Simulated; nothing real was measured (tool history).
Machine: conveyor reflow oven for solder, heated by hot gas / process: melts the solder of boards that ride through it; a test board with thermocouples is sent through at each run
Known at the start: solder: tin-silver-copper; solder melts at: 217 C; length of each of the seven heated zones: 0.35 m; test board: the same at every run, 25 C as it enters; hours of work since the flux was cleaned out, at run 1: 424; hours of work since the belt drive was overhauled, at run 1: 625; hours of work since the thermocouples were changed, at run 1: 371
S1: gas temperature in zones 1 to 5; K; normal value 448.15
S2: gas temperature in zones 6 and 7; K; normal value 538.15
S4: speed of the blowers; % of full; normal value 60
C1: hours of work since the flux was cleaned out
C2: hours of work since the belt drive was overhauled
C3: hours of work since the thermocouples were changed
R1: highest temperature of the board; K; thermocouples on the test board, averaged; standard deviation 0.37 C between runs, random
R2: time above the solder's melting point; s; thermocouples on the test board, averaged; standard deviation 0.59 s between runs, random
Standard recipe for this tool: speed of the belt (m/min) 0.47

{"run": 1, "hour": 0.0, "S1": 448.15, "S2": 538.15, "speed of the belt (m/min)": 0.47, "S4": 60, "C1": 424, "C2": 625, "C3": 371, "R1": 514.05, "R2": 53.4}
{"hour": 14.7, "done": "flux residue cleaned out of gas plates and filters"}
{"run": 2, "hour": 19.6, "S1": 448.15, "S2": 538.15, "speed of the belt (m/min)": 0.47, "S4": 60, "C1": 2, "C2": 632, "C3": 378, "R1": 514.55, "R2": 54.4}
{"run": 3, "hour": 40.4, "S1": 448.15, "S2": 538.15, "speed of the belt (m/min)": 0.47, "S4": 60, "C1": 12, "C2": 642, "C3": 387, "R1": 515.45, "R2": 53.7}
{"run": 4, "hour": 66.9, "S1": 448.15, "S2": 538.15, "speed of the belt (m/min)": 0.47, "S4": 58, "C1": 24, "C2": 654, "C3": 400, "R1": 514.15, "R2": 52.8}
{"run": 5, "hour": 87.8, "S1": 448.15, "S2": 538.15, "speed of the belt (m/min)": 0.47, "S4": 58, "C1": 34, "C2": 663, "C3": 409, "R1": 513.95, "R2": 52.2}
{"run": 6, "hour": 113.5, "S1": 448.15, "S2": 538.15, "speed of the belt (m/min)": 0.47, "S4": 58, "C1": 46, "C2": 675, "C3": 421, "R1": 514.25, "R2": 51.6}
{"run": 7, "hour": 135.6, "S1": 436.15, "S2": 538.15, "speed of the belt (m/min)": 0.47, "S4": 60, "C1": 56, "C2": 686, "C3": 431, "R1": 511.15, "R2": 43.9}
{"run": 8, "hour": 155.3, "S1": 436.15, "S2": 538.15, "speed of the belt (m/min)": 0.47, "S4": 60, "C1": 65, "C2": 695, "C3": 441, "R1": 512.35, "R2": 44.7}
{"run": 9, "hour": 171.3, "S1": 436.15, "S2": 538.15, "speed of the belt (m/min)": 0.47, "S4": 60, "C1": 72, "C2": 702, "C3": 448, "R1": 511.45, "R2": 45.3}
{"run": 10, "hour": 199.1, "S1": 461.15, "S2": 526.15, "speed of the belt (m/min)": 0.426, "S4": 60, "C1": 85, "C2": 715, "C3": 461, "R1": 511.45, "R2": 64.2}
{"run": 11, "hour": 217.5, "S1": 461.15, "S2": 526.15, "speed of the belt (m/min)": 0.426, "S4": 60, "C1": 94, "C2": 723, "C3": 469, "R1": 511.45, "R2": 63.1}
{"run": 12, "hour": 246.7, "S1": 448.15, "S2": 545.15, "speed of the belt (m/min)": 0.502, "S4": 80, "C1": 107, "C2": 737, "C3": 483, "R1": 525.55, "R2": 62.1}
{"run": 13, "hour": 268.0, "S1": 462.15, "S2": 536.15, "speed of the belt (m/min)": 0.404, "S4": 60, "C1": 117, "C2": 747, "C3": 493, "R1": 521.25, "R2": 81.6}
{"run": 14, "hour": 291.1, "S1": 447.15, "S2": 549.15, "speed of the belt (m/min)": 0.428, "S4": 68, "C1": 128, "C2": 757, "C3": 503, "R1": 529.65, "R2": 77}
{"run": 15, "hour": 305.3, "S1": 442.15, "S2": 543.15, "speed of the belt (m/min)": 0.47, "S4": 63, "C1": 134, "C2": 764, "C3": 510, "R1": 518.95, "R2": 56.4}
{"run": 16, "hour": 332.4, "S1": 445.15, "S2": 541.15, "speed of the belt (m/min)": 0.465, "S4": 66, "C1": 147, "C2": 777, "C3": 523, "R1": 519.15, "R2": 59.1}
{"run": 17, "hour": 366.5, "S1": 448.15, "S2": 539.15, "speed of the belt (m/min)": 0.554, "S4": 60, "C1": 163, "C2": 792, "C3": 538, "R1": 508.55, "R2": 36.5}
{"run": 18, "hour": 384.4, "S1": 448.15, "S2": 531.15, "speed of the belt (m/min)": 0.47, "S4": 50, "C1": 171, "C2": 801, "C3": 547, "R1": 504.65, "R2": 36.4}

Here are 3 independent what-if runs from the current tool condition. What would each one return?
{"run": "A", "hour": 414.4, "S1": 453.15, "S2": 552.15, "speed of the belt (m/min)": 0.47, "S4": 50, "C1": 185, "C2": 815, "C3": 560, "R1": "?", "R2": "?"}
{"run": "B", "hour": 414.4, "S1": 448.15, "S2": 528.15, "speed of the belt (m/min)": 0.535, "S4": 87, "C1": 185, "C2": 815, "C3": 560, "R1": "?", "R2": "?"}
{"run": "C", "hour": 414.4, "S1": 448.15, "S2": 538.15, "speed of the belt (m/min)": 0.469, "S4": 73, "C1": 185, "C2": 815, "C3": 560, "R1": "?", "R2": "?"}

run=A R1=521.25 R2=61.8
run=B R1=511.15 R2=44.7
run=C R1=519.85 R2=60.9
Without the tool's hidden state the same runs would have given:
run=A R1=521.25 R2=61.8
run=B R1=511.15 R2=44.7
run=C R1=519.85 R2=60.9
